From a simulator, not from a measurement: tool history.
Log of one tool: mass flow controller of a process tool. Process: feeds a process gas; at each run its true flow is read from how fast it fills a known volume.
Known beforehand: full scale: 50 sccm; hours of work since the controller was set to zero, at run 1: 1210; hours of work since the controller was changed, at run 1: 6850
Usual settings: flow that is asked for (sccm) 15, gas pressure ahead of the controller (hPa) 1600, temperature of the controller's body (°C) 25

run,hour,flow that is asked for (sccm),gas pressure ahead of the controller (hPa),temperature of the controller's body (°C),hours of work since the controller was set to zero,hours of work since the controller was changed,true flow (%)
1,0.0,15,1600,25,1210,6850,98.66
2,335.2,46,1600,25,1347,6987,100.13
3,606.0,15,2100,25,1458,7098,98.41
4,908.3,15,2100,25,1582,7221,98.50
5,1346.5,23,2100,25,1761,7400,98.92
6,1773.8,23,2100,25,1936,7575,99.12
7,1968.9,32,2100,25,2015,7655,99.51
8,2185.5,15,1850,25,2104,7744,98.99
9,2446.2,15,2340,25,2211,7850,98.72
10,2836.6,15,2340,25,2370,8010,98.78
11,3256.3,15,1600,40,2542,8182,100.14
12,3474.5,15,1600,40,2631,8271,100.26
13,3852.1,15,1600,40,2786,8425,100.38
14,4262.1,15,1600,40,2953,8593,100.55
15,4692.4,15,1600,25,3129,8769,99.67
16,5053.2,15,1600,29,3277,8916,100.06
17,5235.6,15,2710,25,3351,8991,99.17
18,5522.7,15,1420,24,3469,9108,99.96
19,5958.3,9,1440,37,3647,9287,100.54
20,6329.6,9,2290,37,3799,9438,99.98
21,6606.5,11,1880,32,3912,9552,100.29
22,6939.5,11,1490,32,4048,9688,100.62
23,7344.6,11,1490,32,4214,9853,100.51
# hour 7615.4: gauge calibrated
24,7758.3,7,2500,25,4383,10023,97.72
25,8007.7,17,1990,30,4485,10125,98.96
26,8226.5,5,2620,31,4575,10214,98.01
27,8461.6,5,2620,31,4671,10310,98.03
28,8767.6,5,2620,31,4796,10435,98.04
29,9127.5,6,1410,26,4943,10583,98.70
30,9368.0,6,1410,26,5041,10681,98.77
31,9733.1,7,2080,28,5191,10830,98.68
32,10043.9,7,2080,28,5318,10957,98.79
33,10292.8,11,2450,28,5420,11059,98.61

What if the next run were any one of these 4? Each begins from the tool's condition after run 33:
# hour 10356.7: controller's zero set anew
A,10481.6,11,2450,23,51,11136,?
# hour 10356.7: controller's zero set anew
B,10481.6,24,2520,28,51,11136,?
# hour 10356.7: controller's zero set anew
C,10481.6,11,2450,25,51,11136,?
# hour 10356.7: controller's zero set anew
D,10481.6,7,2750,28,51,11136,?

run,true flow (%)
A,98.41
B,99.21
C,98.50
D,98.34
Take away the tool's hidden state, keep each run's random variation, and the runs would have read:
run,true flow (%)
A,97.79
B,98.58
C,97.88
D,97.72
